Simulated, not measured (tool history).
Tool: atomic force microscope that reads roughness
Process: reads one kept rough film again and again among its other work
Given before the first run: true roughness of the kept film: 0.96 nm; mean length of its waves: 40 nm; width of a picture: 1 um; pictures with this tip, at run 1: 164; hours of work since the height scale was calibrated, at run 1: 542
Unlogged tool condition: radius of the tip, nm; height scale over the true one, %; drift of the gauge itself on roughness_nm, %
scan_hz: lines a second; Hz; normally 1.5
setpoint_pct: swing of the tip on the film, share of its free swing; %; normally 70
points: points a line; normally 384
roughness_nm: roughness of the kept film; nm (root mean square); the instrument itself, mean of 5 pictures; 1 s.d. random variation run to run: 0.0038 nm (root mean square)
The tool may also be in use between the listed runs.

run	hour	scan_hz	setpoint_pct	points	pictures with this tip	hours of work since the height scale was calibrated	roughness_nm
1	0	1.5	70	384	164	542	0.919
2	15.1	1.5	70	384	198	553	0.924
3	24.8	1.5	70	384	219	561	0.921
# hour 27.2: new tip fitted
4	37.6	1.5	79	384	23	570	0.908
5	55.9	1.5	70	384	63	583	0.921
6	71.1	1.5	70	384	97	595	0.927
7	80.8	1.5	70	384	119	602	0.92
8	91.1	1.5	65	384	142	610	0.925
9	108.9	1.5	70	347	181	623	0.927
10	125.2	1.5	70	347	218	635	0.923
# hour 128.7: new tip fitted
11	139.5	1.5	70	347	24	646	0.923
12	154.4	1.5	62	347	58	657	0.936
13	164.9	1.5	70	384	81	665	0.914
14	176	1.5	70	384	105	673	0.921
15	186.5	1.5	70	384	129	681	0.919
16	195.2	1.5	70	384	148	687	0.922
17	211.6	1.5	70	384	185	700	0.921
18	228.6	1.5	70	384	222	712	0.924
# hour 230.6: new tip fitted
19	241.1	1.5	70	384	23	722	0.924
20	260.7	1.5	70	384	67	736	0.929
21	275.8	1.5	70	384	100	747	0.918
22	296	1.5	70	384	145	763	0.923
23	306.2	0.63	70	384	168	770	0.935
24	326.9	0.63	70	384	214	786	0.937
# hour 331.9: new tip fitted
25	344.2	2.22	66	410	28	798	0.921
26	363.1	2.22	66	410	70	813	0.922
27	374.6	1.02	66	410	95	821	0.936
28	390.1	1.34	70	409	130	833	0.923
29	405.7	1.34	70	409	164	844	0.927

Run 30, settings as shown, results not yet in. Your forecast:
30	417	1.34	70	409	190	853	?

roughness_nm: 0.922 nm (root mean square)
If the tool had no hidden condition, the same run with the same run-to-run variation would have returned roughness_nm 0.923 nm (root mean square).
